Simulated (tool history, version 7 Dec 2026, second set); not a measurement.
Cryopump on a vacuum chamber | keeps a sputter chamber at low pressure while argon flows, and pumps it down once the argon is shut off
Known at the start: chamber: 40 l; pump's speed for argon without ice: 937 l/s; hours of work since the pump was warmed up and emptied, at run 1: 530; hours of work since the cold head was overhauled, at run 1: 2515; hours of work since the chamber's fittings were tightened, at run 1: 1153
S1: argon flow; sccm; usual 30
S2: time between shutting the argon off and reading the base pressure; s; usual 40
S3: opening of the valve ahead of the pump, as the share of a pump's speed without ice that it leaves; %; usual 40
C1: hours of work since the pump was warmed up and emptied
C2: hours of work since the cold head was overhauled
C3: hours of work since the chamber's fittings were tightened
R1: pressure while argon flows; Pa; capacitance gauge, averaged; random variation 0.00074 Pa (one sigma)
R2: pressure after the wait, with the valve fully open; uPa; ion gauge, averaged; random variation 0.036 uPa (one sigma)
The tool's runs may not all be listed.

{"run": 1, "hour": 0.0, "S1": 30, "S2": 40, "S3": 40, "C1": 530, "C2": 2515, "C3": 1153, "R1": 0.1407, "R2": 3.44}
{"run": 2, "hour": 78.3, "S1": 30, "S2": 40, "S3": 19, "C1": 580, "C2": 2565, "C3": 1203, "R1": 0.2927, "R2": 3.46}
{"run": 3, "hour": 149.4, "S1": 30, "S2": 40, "S3": 40, "C1": 626, "C2": 2610, "C3": 1249, "R1": 0.1426, "R2": 3.55}
{"run": 4, "hour": 202.8, "S1": 30, "S2": 40, "S3": 27, "C1": 660, "C2": 2645, "C3": 1283, "R1": 0.2069, "R2": 3.63}
{"run": 5, "hour": 262.3, "S1": 30, "S2": 40, "S3": 27, "C1": 698, "C2": 2683, "C3": 1321, "R1": 0.2084, "R2": 3.65}
{"run": 6, "hour": 346.2, "S1": 30, "S2": 40, "S3": 23, "C1": 751, "C2": 2736, "C3": 1374, "R1": 0.2448, "R2": 3.7}
{"run": 7, "hour": 436.4, "S1": 30, "S2": 40, "S3": 23, "C1": 809, "C2": 2794, "C3": 1432, "R1": 0.2438, "R2": 3.86}
{"run": 8, "hour": 515.0, "S1": 30, "S2": 40, "S3": 23, "C1": 859, "C2": 2844, "C3": 1482, "R1": 0.2461, "R2": 3.96}
{"run": 9, "hour": 558.7, "S1": 30, "S2": 52, "S3": 23, "C1": 887, "C2": 2872, "C3": 1510, "R1": 0.2465, "R2": 3.7}
{"run": 10, "hour": 599.2, "S1": 30, "S2": 52, "S3": 23, "C1": 913, "C2": 2898, "C3": 1536, "R1": 0.2467, "R2": 3.73}
{"run": 11, "hour": 671.5, "S1": 30, "S2": 40, "S3": 40, "C1": 959, "C2": 2944, "C3": 1582, "R1": 0.1472, "R2": 4.14}
{"hour": 685.2, "done": "pump warmed up, emptied and cooled again"}
{"run": 12, "hour": 731.4, "S1": 30, "S2": 40, "S3": 40, "C1": 30, "C2": 2979, "C3": 1617, "R1": 0.1384, "R2": 3.89}
{"run": 13, "hour": 785.9, "S1": 30, "S2": 40, "S3": 40, "C1": 64, "C2": 3014, "C3": 1652, "R1": 0.1373, "R2": 3.84}
{"run": 14, "hour": 874.6, "S1": 50, "S2": 114, "S3": 55, "C1": 121, "C2": 3071, "C3": 1709, "R1": 0.1669, "R2": 2.89}
{"run": 15, "hour": 967.0, "S1": 50, "S2": 114, "S3": 55, "C1": 180, "C2": 3130, "C3": 1768, "R1": 0.1706, "R2": 3.02}
{"run": 16, "hour": 1064.9, "S1": 28, "S2": 40, "S3": 51, "C1": 243, "C2": 3192, "C3": 1830, "R1": 0.1029, "R2": 4.14}
{"run": 17, "hour": 1139.2, "S1": 37, "S2": 40, "S3": 18, "C1": 290, "C2": 3240, "C3": 1878, "R1": 0.3765, "R2": 4.19}
{"run": 18, "hour": 1231.9, "S1": 30, "S2": 40, "S3": 52, "C1": 349, "C2": 3299, "C3": 1937, "R1": 0.1091, "R2": 4.38}
{"run": 19, "hour": 1327.4, "S1": 30, "S2": 40, "S3": 52, "C1": 410, "C2": 3360, "C3": 1998, "R1": 0.109, "R2": 4.53}
{"run": 20, "hour": 1367.7, "S1": 30, "S2": 174, "S3": 40, "C1": 436, "C2": 3386, "C3": 2024, "R1": 0.1391, "R2": 3.25}

Run 21 comes next. What will it give?
{"run": 21, "hour": 1425.7, "S1": 47, "S2": 150, "S3": 54, "C1": 473, "C2": 3423, "C3": 2061, "R1": "?", "R2": "?"}

{"run 21": {"R1": 0.1661, "R2": 3.33}}
Without the tool's hidden state the same run would have given R1 0.1564 Pa, R2 0.75 uPa.

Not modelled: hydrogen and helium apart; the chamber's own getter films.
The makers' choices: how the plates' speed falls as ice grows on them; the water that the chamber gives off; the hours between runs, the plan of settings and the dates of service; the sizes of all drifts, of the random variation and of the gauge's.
